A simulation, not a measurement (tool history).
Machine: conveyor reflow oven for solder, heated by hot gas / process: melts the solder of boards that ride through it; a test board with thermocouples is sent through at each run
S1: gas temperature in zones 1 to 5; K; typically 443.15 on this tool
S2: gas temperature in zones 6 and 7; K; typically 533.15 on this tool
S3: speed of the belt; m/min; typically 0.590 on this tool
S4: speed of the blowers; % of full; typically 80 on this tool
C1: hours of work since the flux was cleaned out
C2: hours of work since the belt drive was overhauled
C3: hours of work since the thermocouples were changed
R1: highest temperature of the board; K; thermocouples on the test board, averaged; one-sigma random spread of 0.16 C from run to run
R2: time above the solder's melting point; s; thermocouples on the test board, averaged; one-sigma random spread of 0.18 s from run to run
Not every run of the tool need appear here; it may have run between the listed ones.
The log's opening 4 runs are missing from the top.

run	hour	S1	S2	S3	S4	C1	C2	C3	R1	R2
5	38.1	443.15	533.15	0.684	80	319	439	154	517.15	39.8
6	44.9	443.15	533.15	0.684	80	324	443	158	516.95	39.5
7	52.2	443.15	533.15	0.684	80	328	448	163	517.25	39.3
8	64.1	443.15	533.15	0.485	80	336	456	171	525.85	67.6
9	72.4	443.15	533.15	0.590	80	342	462	177	521.35	50.4
10	81.7	443.15	534.15	0.590	80	348	468	183	522.05	51.0
11	93.2	443.15	534.15	0.590	54	356	476	191	516.55	45.2
12	102.6	443.15	541.15	0.590	54	363	482	198	522.35	49.7
13	114.2	443.15	541.15	0.590	54	370	490	205	522.85	49.5
14	126.0	443.15	533.15	0.590	80	378	498	213	521.65	50.8
15	131.6	443.15	533.15	0.590	80	382	502	217	521.55	50.6
16	139.5	447.15	533.15	0.590	80	388	507	223	522.15	52.2
17	148.8	447.15	533.15	0.590	80	394	514	229	521.75	52.3
18	159.8	447.15	533.15	0.590	80	401	521	236	521.75	52.4
19	170.0	431.15	533.15	0.590	84	408	528	243	520.35	46.5
20	178.7	443.15	537.15	0.590	80	414	534	249	524.95	52.8
21	187.9	429.15	537.15	0.590	81	420	540	255	523.45	47.6

What does the tool deliver on the next run?
# hour 201.6: flux residue cleaned out of gas plates and filters
22	201.8	454.15	537.15	0.590	81	0	546	261	?	?

R1: 527.15 K
R2: 57.6 s
With the hidden condition absent and the run-to-run variation left alone, this run would have shown R1 527.05 K, R2 57.5 s.

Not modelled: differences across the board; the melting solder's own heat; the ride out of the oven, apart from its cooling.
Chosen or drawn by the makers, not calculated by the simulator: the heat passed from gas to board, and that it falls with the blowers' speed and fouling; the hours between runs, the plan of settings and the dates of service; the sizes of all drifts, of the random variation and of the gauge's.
